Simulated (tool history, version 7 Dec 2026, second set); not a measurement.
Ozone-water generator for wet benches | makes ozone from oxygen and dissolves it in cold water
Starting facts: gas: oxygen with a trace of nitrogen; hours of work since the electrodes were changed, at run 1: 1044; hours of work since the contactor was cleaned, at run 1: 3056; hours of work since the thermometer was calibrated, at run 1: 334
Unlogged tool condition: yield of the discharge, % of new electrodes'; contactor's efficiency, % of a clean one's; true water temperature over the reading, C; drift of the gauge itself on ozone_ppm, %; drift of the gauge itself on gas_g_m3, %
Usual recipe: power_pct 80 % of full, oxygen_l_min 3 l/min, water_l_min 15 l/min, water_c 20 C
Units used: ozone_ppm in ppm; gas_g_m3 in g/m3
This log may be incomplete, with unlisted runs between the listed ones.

| run | hour | power_pct | oxygen_l_min | water_l_min | water_c | hours of work since the electrodes were changed | hours of work since the contactor was cleaned | hours of work since the thermometer was calibrated | ozone_ppm | gas_g_m3 |
|---|---|---|---|---|---|---|---|---|---|---|
| 1 | 0 | 80 | 3 | 15 | 20 | 1044 | 3056 | 334 | 23.3 | 271.9 |
| 2 | 25.1 | 80 | 3 | 15 | 20 | 1067 | 3079 | 357 | 23 | 269.5 |
| 3 | 49.4 | 80 | 3 | 15 | 20 | 1089 | 3101 | 379 | 22.8 | 269.6 |
| 4 | 68.9 | 80 | 3 | 15 | 20 | 1106 | 3118 | 397 | 23.1 | 268.5 |
| 5 | 97.5 | 80 | 3 | 15 | 20 | 1132 | 3144 | 422 | 23.2 | 268.5 |
| 6 | 128.5 | 80 | 3 | 12 | 20 | 1160 | 3172 | 451 | 27.7 | 270.4 |
| 7 | 164.6 | 80 | 3 | 20 | 20 | 1193 | 3205 | 483 | 17.6 | 269.5 |
| 8 | 207.3 | 89 | 3 | 20 | 20 | 1231 | 3243 | 522 | 18.4 | 285.9 |
| 9 | 225.5 | 89 | 3 | 20 | 25 | 1248 | 3260 | 538 | 17.6 | 290 |
| 10 | 265.7 | 80 | 4.49 | 15 | 20 | 1284 | 3296 | 574 | 23.8 | 228.7 |
|  | 268.4 | water thermometer calibrated |
| 11 | 298.1 | 64 | 3 | 15 | 20 | 1313 | 3325 | 27 | 19.9 | 234.6 |
| 12 | 315.3 | 64 | 3 | 15 | 20 | 1329 | 3341 | 42 | 20 | 235.6 |
|  | 327.7 | water thermometer calibrated, once more |
| 13 | 343.2 | 80 | 3 | 11 | 20 | 1353 | 3365 | 14 | 29.5 | 267.8 |
| 14 | 378.6 | 80 | 3 | 11 | 20 | 1385 | 3397 | 46 | 29.2 | 266 |
| 15 | 419.1 | 80 | 3.35 | 15 | 20 | 1422 | 3434 | 83 | 23.1 | 255.9 |
| 16 | 456.8 | 80 | 3 | 15 | 18 | 1456 | 3468 | 117 | 23.1 | 266 |
| 17 | 485 | 80 | 3 | 15 | 18 | 1482 | 3494 | 142 | 23.3 | 264.4 |
| 18 | 505.3 | 76 | 3 | 12 | 16 | 1500 | 3512 | 161 | 28.1 | 258.7 |
| 19 | 542.3 | 76 | 3 | 12 | 16 | 1533 | 3545 | 194 | 27.9 | 255.5 |
| 20 | 561.3 | 76 | 3 | 12 | 16 | 1551 | 3563 | 211 | 27.7 | 255.4 |
| 21 | 585 | 76 | 3 | 12 | 16 | 1572 | 3584 | 233 | 27.8 | 255.6 |
| 22 | 606.3 | 76 | 1.7 | 10 | 16 | 1591 | 3603 | 252 | 29.1 | 326.5 |
| 23 | 627 | 76 | 1.7 | 10 | 16 | 1610 | 3622 | 271 | 29.1 | 327 |
| 24 | 646.4 | 44 | 1.78 | 20 | 21 | 1628 | 3640 | 288 | 10.3 | 231.2 |
| 25 | 667 | 80 | 3 | 13 | 20 | 1646 | 3658 | 307 | 25.5 | 264 |
| 26 | 688.9 | 80 | 5.06 | 13 | 20 | 1666 | 3678 | 327 | 26.3 | 213 |
| 27 | 723.5 | 86 | 4.34 | 15 | 20 | 1697 | 3709 | 358 | 24.4 | 235.9 |
| 28 | 763.2 | 83 | 2.64 | 19 | 25 | 1733 | 3745 | 394 | 16.6 | 282.9 |
| 29 | 796.8 | 83 | 2.64 | 19 | 25 | 1763 | 3776 | 424 | 16.9 | 283.9 |
| 30 | 819.9 | 99 | 3.87 | 21 | 12 | 1784 | 3797 | 445 | 21.6 | 267.1 |
| 31 | 842.3 | 99 | 3.87 | 21 | 12 | 1805 | 3817 | 465 | 21.4 | 268.6 |
| 32 | 883.6 | 99 | 3.87 | 21 | 12 | 1842 | 3854 | 503 | 21.3 | 267.4 |
| 33 | 912.6 | 99 | 3.87 | 21 | 12 | 1868 | 3880 | 529 | 21.3 | 269 |

Describe how what the log doesn't record of the tool's condition differs between the last listed run preceding each entry between runs and the first listed run following it.
Logged between run 10 and run 11: water thermometer calibrated (hour 268.4)
  yield of the discharge, % of new electrodes': 96 -> 95.9; contactor's efficiency, % of a clean one's: 88.9 -> 88.8; true water temperature over the reading, C: 0.06 -> 0.1
  measured result minus the result with no hidden state, ozone_ppm: -2.6 -> -2 ppm; gas_g_m3: -10.4 -> -9.5 g/m3
Logged between run 12 and run 13: water thermometer calibrated, once more (hour 327.7)
  contactor's efficiency, % of a clean one's: 88.8 -> 88.7; true water temperature over the reading, C: 0.1 -> 0.07
  measured result minus the result with no hidden state, ozone_ppm: -2.1 -> -3 ppm; gas_g_m3: -9.7 -> -12.9 g/m3
